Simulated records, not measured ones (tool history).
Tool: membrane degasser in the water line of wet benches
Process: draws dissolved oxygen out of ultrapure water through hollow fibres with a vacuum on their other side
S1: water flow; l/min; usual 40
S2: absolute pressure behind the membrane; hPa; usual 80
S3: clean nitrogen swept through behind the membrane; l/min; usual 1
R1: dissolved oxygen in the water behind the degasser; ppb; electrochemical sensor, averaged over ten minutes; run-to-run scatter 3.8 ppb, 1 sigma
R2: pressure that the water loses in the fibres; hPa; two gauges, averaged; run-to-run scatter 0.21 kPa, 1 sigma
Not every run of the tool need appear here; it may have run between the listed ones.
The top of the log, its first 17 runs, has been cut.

run	hour	S1	S2	S3	R1	R2
18	612.5	45	88.1	0.64	648.2	573.4
19	637.3	46	82.3	1.29	369.5	581.5
20	669.6	40	190.5	1	1117.8	513.5
21	705.2	40	190.5	1	1126.7	508.8
22	749.5	39	68.3	1.46	209.7	501
23	789.8	27	80	0.8	328.1	344.9
24	812.3	27	177.4	0.8	935.8	344.6
25	835.1	40	161.5	1	942.6	509
26	883.5	57	102.4	2.54	354.5	726.6
27	930.3	35	80	1	335.4	447.6
28	965.7	60	80	0.57	725.8	768.4
29	1019.4	60	80	0.57	739.5	763.8
30	1042.5	40	129.4	1	719.9	508
31	1078.4	62	72.8	0.47	713.1	794.6

3 options for the next run, each taken on its own from the tool as it stands now. Forecast them:
A	1123.2	37	52.2	1.3	?	?
B	1123.2	61	77.8	0.64	?	?
C	1123.2	49	80	0.76	?	?

run	R1	R2
A	127.8	474.2
B	659.4	781.1
C	537.9	627.4
Had the tool no hidden state, the same runs would have come out as:
run	R1	R2
A	127.6	462.8
B	660.6	762.4
C	538.5	612.3
